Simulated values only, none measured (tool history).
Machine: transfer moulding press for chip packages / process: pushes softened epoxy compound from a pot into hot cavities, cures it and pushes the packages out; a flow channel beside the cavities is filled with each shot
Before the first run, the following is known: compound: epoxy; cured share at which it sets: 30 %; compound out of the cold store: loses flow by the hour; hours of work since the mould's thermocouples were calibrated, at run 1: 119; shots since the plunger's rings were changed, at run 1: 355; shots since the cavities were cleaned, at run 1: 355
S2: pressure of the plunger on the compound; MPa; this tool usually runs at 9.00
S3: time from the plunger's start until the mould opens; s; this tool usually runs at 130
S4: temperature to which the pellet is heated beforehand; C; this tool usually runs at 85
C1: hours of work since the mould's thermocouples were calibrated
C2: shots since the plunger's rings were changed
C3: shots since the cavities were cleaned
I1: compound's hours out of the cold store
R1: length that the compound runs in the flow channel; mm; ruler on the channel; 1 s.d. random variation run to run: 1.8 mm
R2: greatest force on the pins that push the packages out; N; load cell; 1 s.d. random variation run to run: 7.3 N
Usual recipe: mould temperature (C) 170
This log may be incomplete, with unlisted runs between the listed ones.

Run 1, day 0.000: usual settings; C1 119; C2 355; C3 355; I1 13.8. Result: R1 888 mm, R2 423 N.
At day 0.946: cavities cleaned with cleaning compound and waxed.
Run 2, day 3.000: usual settings; C1 167; C2 1020; C3 465; I1 21.8. Result: R1 867 mm, R2 538 N.
At day 3.446: cavities cleaned with cleaning compound and waxed.
Run 3, day 4.579: usual settings; C1 191; C2 1363; C3 256; I1 36.6. Result: R1 837 mm, R2 388 N.
At day 5.996: cavities cleaned with cleaning compound and waxed.
Run 4, day 8.229: usual settings but S3 163 s; C1 250; C2 2176; C3 506; I1 23.1. Result: R1 857 mm, R2 427 N.
At day 8.608: cavities cleaned with cleaning compound and waxed.
At day 10.725: plunger's sealing rings changed.
At day 11.171: cavities cleaned with cleaning compound and waxed.
Run 5, day 12.008: usual settings; C1 307; C2 276; C3 190; I1 11.3. Result: R1 896 mm, R2 383 N.
At day 13.825: cavities cleaned with cleaning compound and waxed.
Run 6, day 15.542: usual settings; C1 363; C2 1062; C3 388; I1 16.9. Result: R1 878 mm, R2 441 N.
At day 15.779: cavities cleaned with cleaning compound and waxed, once more.
At day 18.329: cavities cleaned with cleaning compound and waxed.
Run 7, day 18.329: usual settings; C1 406; C2 1666; C3 0; I1 38.0. Result: R1 834 mm, R2 316 N.
At day 20.858: cavities cleaned with cleaning compound and waxed.
Run 8, day 21.796: usual settings; C1 461; C2 2437; C3 213; I1 27.7. Result: R1 845 mm, R2 399 N.
At day 23.246: plunger's sealing rings changed.
At day 23.621: cavities cleaned with cleaning compound and waxed.
Run 9, day 25.679: usual settings but mould temperature (C) 178; C1 521; C2 537; C3 466; I1 32.1. Result: R1 824 mm, R2 429 N.
At day 26.262: cavities cleaned with cleaning compound and waxed.
Run 10, day 27.654: usual settings but mould temperature (C) 178; C1 552; C2 971; C3 316; I1 39.0. Result: R1 808 mm, R2 400 N.
At day 28.862: cavities cleaned with cleaning compound and waxed.
Run 11, day 29.475: usual settings; C1 581; C2 1369; C3 139; I1 26.3. Result: R1 860 mm, R2 356 N.
At day 31.554: cavities cleaned with cleaning compound and waxed.
Run 12, day 32.800: usual settings but S2 9.36 MPa; C1 634; C2 2108; C3 282; I1 24.8. Result: R1 873 mm, R2 420 N.
At day 34.150: cavities cleaned with cleaning compound and waxed.
At day 34.829: mould's thermocouples calibrated.
At day 35.633: plunger's sealing rings changed.
Run 13, day 35.633: usual settings but S2 8.25 MPa; C1 11; C2 0; C3 294; I1 22.1. Result: R1 836 mm, R2 407 N.
At day 36.862: cavities cleaned with cleaning compound and waxed.
Run 14, day 38.917: usual settings but S2 9.91 MPa; C1 63; C2 730; C3 466; I1 35.3. Result: R1 885 mm, R2 457 N.
At day 39.471: cavities cleaned with cleaning compound and waxed.
At day 42.012: cavities cleaned with cleaning compound and waxed.
Run 15, day 42.129: usual settings but mould temperature (C) 176, S2 9.91 MPa, S3 110 s; C1 113; C2 1429; C3 27; I1 12.8. Result: R1 900 mm, R2 326 N.
At day 44.429: cavities cleaned with cleaning compound and waxed.
Run 16, day 45.754: usual settings but S4 93 C; C1 171; C2 2236; C3 300; I1 38.3. Result: R1 829 mm, R2 420 N.
At day 47.000: cavities cleaned with cleaning compound and waxed.
At day 48.050: plunger's sealing rings changed.
Run 17, day 48.558: usual settings but mould temperature (C) 166, S2 7.29 MPa, S4 94 C; C1 214; C2 115; C3 329; I1 41.6. Result: R1 769 mm, R2 475 N.
At day 49.696: cavities cleaned with cleaning compound and waxed.
Run 18, day 50.483: usual settings but mould temperature (C) 166, S2 7.29 MPa, S4 94 C; C1 244; C2 537; C3 178; I1 26.8. Result: R1 792 mm, R2 436 N.
At day 52.146: cavities cleaned with cleaning compound and waxed.
Run 19, day 53.567: usual settings but mould temperature (C) 169, S2 8.15 MPa, S3 128 s, S4 89 C; C1 293; C2 1222; C3 323; I1 32.5. Result: R1 813 mm, R2 441 N.
At day 54.850: cavities cleaned with cleaning compound and waxed.
Run 20, day 56.446: usual settings but mould temperature (C) 169, S2 8.15 MPa, S3 128 s, S4 89 C; C1 338; C2 1859; C3 361; I1 13.9. Result: R1 842 mm, R2 475 N.
At day 57.346: cavities cleaned with cleaning compound and waxed.
Run 21, day 59.208: usual settings but mould temperature (C) 177, S2 10.61 MPa, S3 115 s; C1 382; C2 2471; C3 422; I1 39.0. Result: R1 866 mm, R2 426 N.
At day 60.033: cavities cleaned with cleaning compound and waxed.
At day 60.621: plunger's sealing rings changed.
Run 22, day 61.992: usual settings but mould temperature (C) 163, S2 10.81 MPa, S3 132 s, S4 95 C; C1 424; C2 311; C3 420; I1 46.5. Result: R1 938 mm, R2 606 N.
At day 62.688: cavities cleaned with cleaning compound and waxed.
Run 23, day 64.804: usual settings but mould temperature (C) 163, S2 10.81 MPa, S3 132 s, S4 95 C; C1 469; C2 933; C3 479; I1 21.1. Result: R1 993 mm, R2 657 N.
At day 65.133: cavities cleaned with cleaning compound and waxed.
Run 24, day 66.917: usual settings but mould temperature (C) 163, S2 10.81 MPa, S3 132 s, S4 95 C; C1 502; C2 1398; C3 404; I1 19.7. Result: R1 988 mm, R2 647 N.
At day 67.588: cavities cleaned with cleaning compound and waxed.
At day 69.983: cavities cleaned with cleaning compound and waxed.
Run 25, day 70.004: usual settings but mould temperature (C) 176, S2 10.81 MPa, S3 132 s, S4 92 C; C1 550; C2 2069; C3 5; I1 23.1. Result: R1 917 mm, R2 272 N.

Forecast each of these 4 alternatives for the next run:
At day 72.588: cavities cleaned with cleaning compound and waxed.
At day 73.029: plunger's sealing rings changed.
Run A, day 73.225: usual settings but mould temperature (C) 169, S2 7.41 MPa, S3 121 s; C1 599; C2 44; C3 121; I1 10.1. Result: R1 ?, R2 ?.
At day 72.588: cavities cleaned with cleaning compound and waxed.
At day 73.029: plunger's sealing rings changed.
Run B, day 73.225: usual settings but mould temperature (C) 166, S2 10.81 MPa, S3 132 s, S4 82 C; C1 599; C2 44; C3 121; I1 17.8. Result: R1 ?, R2 ?.
At day 72.588: cavities cleaned with cleaning compound and waxed.
At day 73.029: plunger's sealing rings changed.
Run C, day 73.225: usual settings but S2 9.21 MPa, S3 127 s, S4 91 C; C1 599; C2 44; C3 121; I1 9.3. Result: R1 ?, R2 ?.
At day 72.588: cavities cleaned with cleaning compound and waxed.
At day 73.029: plunger's sealing rings changed.
Run D, day 73.225: usual settings but mould temperature (C) 176, S2 10.81 MPa, S3 137 s, S4 92 C; C1 599; C2 44; C3 121; I1 12.4. Result: R1 ?, R2 ?.

run   R1   R2
  A  822  399
  B  992  420
  C  913  370
  D  952  317
With no hidden state in the tool, these same runs would have given:
run   R1   R2
  A  822  342
  B  992  357
  C  913  320
  D  952  277

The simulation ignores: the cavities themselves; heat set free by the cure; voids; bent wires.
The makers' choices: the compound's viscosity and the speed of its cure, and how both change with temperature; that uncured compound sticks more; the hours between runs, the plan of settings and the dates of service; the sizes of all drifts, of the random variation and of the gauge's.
